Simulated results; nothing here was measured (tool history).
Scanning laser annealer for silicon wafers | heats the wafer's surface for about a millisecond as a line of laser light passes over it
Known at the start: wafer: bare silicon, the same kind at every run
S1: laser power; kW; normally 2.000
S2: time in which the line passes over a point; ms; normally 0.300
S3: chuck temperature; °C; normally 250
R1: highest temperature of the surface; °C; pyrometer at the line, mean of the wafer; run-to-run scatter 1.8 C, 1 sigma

{"run": 1, "hour": 0.0, "S1": 2.0, "S2": 0.3, "S3": 250, "R1": 989}
{"run": 2, "hour": 8.3, "S1": 2.005, "S2": 0.3, "S3": 250, "R1": 994}
{"run": 3, "hour": 21.5, "S1": 2.0, "S2": 0.3, "S3": 214, "R1": 952}
{"run": 4, "hour": 35.8, "S1": 1.891, "S2": 0.3, "S3": 250, "R1": 941}
{"run": 5, "hour": 44.1, "S1": 1.891, "S2": 0.3, "S3": 250, "R1": 939}
{"run": 6, "hour": 55.6, "S1": 1.891, "S2": 0.3, "S3": 250, "R1": 938}
{"run": 7, "hour": 70.1, "S1": 2.0, "S2": 0.3, "S3": 250, "R1": 981}
{"run": 8, "hour": 77.0, "S1": 2.0, "S2": 0.3, "S3": 250, "R1": 983}
{"run": 9, "hour": 88.4, "S1": 2.0, "S2": 0.3, "S3": 250, "R1": 979}
{"run": 10, "hour": 105.0, "S1": 2.0, "S2": 0.3, "S3": 250, "R1": 981}
{"run": 11, "hour": 119.4, "S1": 2.0, "S2": 0.3, "S3": 250, "R1": 978}
{"run": 12, "hour": 127.3, "S1": 2.0, "S2": 0.3, "S3": 250, "R1": 976}
{"run": 13, "hour": 136.0, "S1": 2.0, "S2": 0.3, "S3": 282, "R1": 1008}
{"hour": 144.7, "done": "window over the wafer cleaned"}
{"run": 14, "hour": 146.8, "S1": 2.0, "S2": 0.3, "S3": 223, "R1": 995}
{"run": 15, "hour": 163.7, "S1": 2.0, "S2": 0.3, "S3": 250, "R1": 1023}
{"run": 16, "hour": 177.4, "S1": 2.0, "S2": 0.3, "S3": 250, "R1": 1019}
{"run": 17, "hour": 185.4, "S1": 2.0, "S2": 0.317, "S3": 250, "R1": 1033}
{"run": 18, "hour": 194.2, "S1": 2.0, "S2": 0.3, "S3": 250, "R1": 1016}
{"run": 19, "hour": 207.6, "S1": 2.0, "S2": 0.3, "S3": 250, "R1": 1016}
{"run": 20, "hour": 214.8, "S1": 2.0, "S2": 0.3, "S3": 250, "R1": 1011}
{"run": 21, "hour": 224.5, "S1": 1.799, "S2": 0.276, "S3": 243, "R1": 893}
{"run": 22, "hour": 232.0, "S1": 2.175, "S2": 0.28, "S3": 288, "R1": 1101}
{"run": 23, "hour": 246.6, "S1": 1.979, "S2": 0.239, "S3": 224, "R1": 904}
{"run": 24, "hour": 254.1, "S1": 1.773, "S2": 0.3, "S3": 250, "R1": 912}
{"run": 25, "hour": 264.7, "S1": 1.781, "S2": 0.36, "S3": 219, "R1": 933}
{"run": 26, "hour": 281.1, "S1": 1.762, "S2": 0.275, "S3": 227, "R1": 855}
{"run": 27, "hour": 290.0, "S1": 2.0, "S2": 0.306, "S3": 250, "R1": 1012}
{"hour": 296.4, "done": "optics aligned, line set to its width"}
{"run": 28, "hour": 307.7, "S1": 1.729, "S2": 0.289, "S3": 279, "R1": 897}
{"run": 29, "hour": 321.2, "S1": 1.778, "S2": 0.225, "S3": 269, "R1": 844}
{"run": 30, "hour": 332.6, "S1": 1.778, "S2": 0.225, "S3": 269, "R1": 843}
{"run": 31, "hour": 344.2, "S1": 1.778, "S2": 0.225, "S3": 269, "R1": 845}
{"run": 32, "hour": 360.8, "S1": 1.974, "S2": 0.37, "S3": 257, "R1": 1056}
{"run": 33, "hour": 368.8, "S1": 2.0, "S2": 0.296, "S3": 262, "R1": 997}
{"hour": 376.6, "done": "optics aligned, line set to its width, once more"}
{"run": 34, "hour": 388.7, "S1": 2.196, "S2": 0.296, "S3": 246, "R1": 1092}
{"run": 35, "hour": 398.1, "S1": 1.992, "S2": 0.227, "S3": 282, "R1": 953}
{"run": 36, "hour": 408.8, "S1": 1.793, "S2": 0.264, "S3": 218, "R1": 851}
{"run": 37, "hour": 419.1, "S1": 1.793, "S2": 0.256, "S3": 212, "R1": 834}
{"run": 38, "hour": 427.7, "S1": 1.907, "S2": 0.369, "S3": 212, "R1": 993}
{"run": 39, "hour": 438.3, "S1": 2.184, "S2": 0.225, "S3": 224, "R1": 964}
{"run": 40, "hour": 452.4, "S1": 2.072, "S2": 0.274, "S3": 218, "R1": 975}

Below, some changes in R1 between adjacent runs. For each, the amount present without the hidden state too (settings, incoming material, random variation) and the amount remaining for the hidden state with gauge scatter not shared by both compared results:
Hidden state present: light that passes the window, % of a clean one's; laser's true power over the reading, %; width of the line over the set one, %; drift of the gauge itself on peak_c, C.
Run 13 -> 14: S3 282 -> 223, window over the wafer cleaned. R1 -13 °C: hidden state +46, all else -59.
Run 21 -> 22: S1 1.799 -> 2.175, S2 0.276 -> 0.280, S3 243 -> 288. R1 +208 °C: hidden state -6, all else +214.
Run 22 -> 23: S1 2.175 -> 1.979, S2 0.280 -> 0.239, S3 288 -> 224. R1 -197 °C: hidden state +3, all else -200.
Run 31 -> 32: S1 1.778 -> 1.974, S2 0.225 -> 0.370, S3 269 -> 257. R1 +211 °C: hidden state -15, all else +226.
Run 33 -> 34: S1 2.000 -> 2.196, S3 262 -> 246, optics aligned, line set to its width, once more. R1 +95 °C: hidden state +18, all else +77.

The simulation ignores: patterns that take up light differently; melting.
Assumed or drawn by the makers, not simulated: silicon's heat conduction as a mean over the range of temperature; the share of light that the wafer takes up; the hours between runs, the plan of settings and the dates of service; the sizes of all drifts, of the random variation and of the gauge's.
